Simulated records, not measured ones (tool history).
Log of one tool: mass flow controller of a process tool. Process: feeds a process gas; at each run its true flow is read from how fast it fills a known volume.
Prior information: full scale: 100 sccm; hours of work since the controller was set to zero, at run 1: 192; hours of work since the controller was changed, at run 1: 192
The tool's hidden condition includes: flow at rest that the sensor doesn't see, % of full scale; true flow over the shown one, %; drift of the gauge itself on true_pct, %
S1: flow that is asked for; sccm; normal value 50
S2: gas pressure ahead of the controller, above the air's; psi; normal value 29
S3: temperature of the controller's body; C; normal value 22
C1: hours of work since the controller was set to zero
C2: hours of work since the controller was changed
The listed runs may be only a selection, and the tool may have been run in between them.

Run 1, day 0: usual settings; C1 192; C2 192. Result: true flow (%) 98.26.
Run 2, day 1.65: usual settings; C1 206; C2 206. Result: true flow (%) 98.03.
Run 3, day 3.425: usual settings but S3 32 C; C1 222; C2 222. Result: true flow (%) 99.05.
Run 4, day 7.029: usual settings but S1 14 sccm; C1 253; C2 253. Result: true flow (%) 97.45.
Run 5, day 8.642: usual settings but S1 14 sccm; C1 267; C2 267. Result: true flow (%) 97.42.
Run 6, day 11.9: usual settings but S1 14 sccm; C1 296; C2 296. Result: true flow (%) 97.42.
Run 7, day 13.696: usual settings but S1 14 sccm, S3 29 C; C1 311; C2 311. Result: true flow (%) 98.06.
Run 8, day 16.388: usual settings but S1 14 sccm, S3 29 C; C1 335; C2 335. Result: true flow (%) 98.04.
Run 9, day 19.683: usual settings but S3 31 C; C1 364; C2 364. Result: true flow (%) 99.
Run 10, day 21.871: usual settings but S2 29.6 psi; C1 383; C2 383. Result: true flow (%) 98.15.
Run 11, day 23.679: usual settings but S2 29.6 psi; C1 399; C2 399. Result: true flow (%) 98.23.
Run 12, day 25.379: usual settings but S1 60 sccm; C1 414; C2 414. Result: true flow (%) 98.29.
Run 13, day 27.338: usual settings but S1 60 sccm; C1 431; C2 431. Result: true flow (%) 98.37.
Run 14, day 30.592: usual settings but S1 60 sccm; C1 459; C2 459. Result: true flow (%) 98.32.
Run 15, day 33.562: usual settings but S1 60 sccm; C1 485; C2 485. Result: true flow (%) 98.29.
Run 16, day 37.042: usual settings but S1 60 sccm; C1 515; C2 515. Result: true flow (%) 98.26.
Run 17, day 40.6: usual settings; C1 547; C2 547. Result: true flow (%) 98.05.
Run 18, day 43.029: usual settings; C1 568; C2 568. Result: true flow (%) 98.05.
Run 19, day 44.929: usual settings; C1 584; C2 584. Result: true flow (%) 98.19.
Run 20, day 46.738: usual settings; C1 600; C2 600. Result: true flow (%) 98.04.
Run 21, day 49.388: usual settings; C1 623; C2 623. Result: true flow (%) 97.95.
Run 22, day 52.146: usual settings; C1 647; C2 647. Result: true flow (%) 97.9.
Run 23, day 54.392: usual settings; C1 667; C2 667. Result: true flow (%) 98.12.
Run 24, day 55.962: usual settings; C1 681; C2 681. Result: true flow (%) 97.99.
Run 25, day 57.967: usual settings; C1 698; C2 698. Result: true flow (%) 97.99.
Run 26, day 61.383: usual settings; C1 728; C2 728. Result: true flow (%) 98.
Run 27, day 64.688: usual settings; C1 757; C2 757. Result: true flow (%) 97.95.
Run 28, day 67.083: usual settings; C1 778; C2 778. Result: true flow (%) 97.91.
Run 29, day 69.192: usual settings; C1 796; C2 796. Result: true flow (%) 98.05.
Run 30, day 72.3: usual settings; C1 823; C2 823. Result: true flow (%) 97.94.
Run 31, day 75.604: usual settings but S1 45 sccm; C1 852; C2 852. Result: true flow (%) 97.79.
Run 32, day 78.725: usual settings but S1 16 sccm, S2 31.6 psi, S3 21 C; C1 880; C2 880. Result: true flow (%) 97.25.
Run 33, day 80.588: usual settings but S1 13 sccm, S2 32.5 psi; C1 896; C2 896. Result: true flow (%) 97.72.
Run 34, day 84.142: usual settings but S1 13 sccm, S2 32.5 psi; C1 927; C2 927. Result: true flow (%) 97.68.
Run 35, day 86.192: usual settings but S1 13 sccm, S2 38.7 psi; C1 945; C2 945. Result: true flow (%) 97.74.
Run 36, day 88.938: usual settings but S2 35.7 psi, S3 26 C; C1 969; C2 969. Result: true flow (%) 98.35.
Run 37, day 90.808: usual settings but S2 35.7 psi, S3 26 C; C1 985; C2 985. Result: true flow (%) 98.29.
Run 38, day 93.538: usual settings but S2 35.7 psi, S3 26 C; C1 1009; C2 1009. Result: true flow (%) 98.39.
Run 39, day 96.004: usual settings but S1 12 sccm, S2 23.2 psi, S3 23 C; C1 1031; C2 1031. Result: true flow (%) 97.73.
Run 40, day 97.938: usual settings but S1 10 sccm, S2 36.3 psi, S3 34 C; C1 1047; C2 1047. Result: true flow (%) 99.14.
Run 41, day 101.554: usual settings but S1 32 sccm, S2 28.7 psi, S3 32 C; C1 1079; C2 1079. Result: true flow (%) 98.38.
Run 42, day 104.746: usual settings but S1 22 sccm, S2 28.7 psi, S3 31 C; C1 1107; C2 1107. Result: true flow (%) 98.38.
Run 43, day 106.596: usual settings but S1 30 sccm, S2 28.7 psi, S3 31 C; C1 1123; C2 1123. Result: true flow (%) 98.36.
Run 44, day 109.154: usual settings but S2 20.9 psi, S3 23 C; C1 1145; C2 1145. Result: true flow (%) 97.99.
Run 45, day 112.558: usual settings but S2 33.4 psi, S3 24 C; C1 1175; C2 1175. Result: true flow (%) 98.1.
Run 46, day 114.021: usual settings but S1 21 sccm, S2 36.7 psi, S3 32 C; C1 1188; C2 1188. Result: true flow (%) 98.68.
Run 47, day 116.992: usual settings but S1 76 sccm, S2 36.7 psi, S3 24 C; C1 1214; C2 1214. Result: true flow (%) 98.8.
Run 48, day 120.054: usual settings but S1 76 sccm, S2 36.7 psi, S3 24 C; C1 1241; C2 1241. Result: true flow (%) 98.87.
Run 49, day 122.312: usual settings but S1 76 sccm, S2 33.4 psi, S3 24 C; C1 1260; C2 1260. Result: true flow (%) 98.73.

Hidden state or all else? Some run-to-run changes of true flow (%), split into what the settings, what came in and random variation would give without the hidden state, and what is left for the hidden state (with any gauge scatter that isn't in both results):
Run 2 -> 3: S3 22 -> 32. true flow (%) +1.02: hidden state -0.01, all else +1.03.
Run 3 -> 4: S1 50 -> 14, S3 32 -> 22. true flow (%) -1.6: hidden state +0.2, all else -1.8.
Run 35 -> 36: S1 13 -> 50, S2 38.7 -> 35.7, S3 22 -> 26. true flow (%) +0.61: hidden state -0.74, all else +1.35.
Run 38 -> 39: S1 50 -> 12, S2 35.7 -> 23.2, S3 26 -> 23. true flow (%) -0.66: hidden state +0.88, all else -1.54.
Run 39 -> 40: S1 12 -> 10, S2 23.2 -> 36.3, S3 23 -> 34. true flow (%) +1.41: hidden state +0.24, all else +1.17.
Run 40 -> 41: S1 10 -> 32, S2 36.3 -> 28.7, S3 34 -> 32. true flow (%) -0.76: hidden state -0.99, all else +0.23.
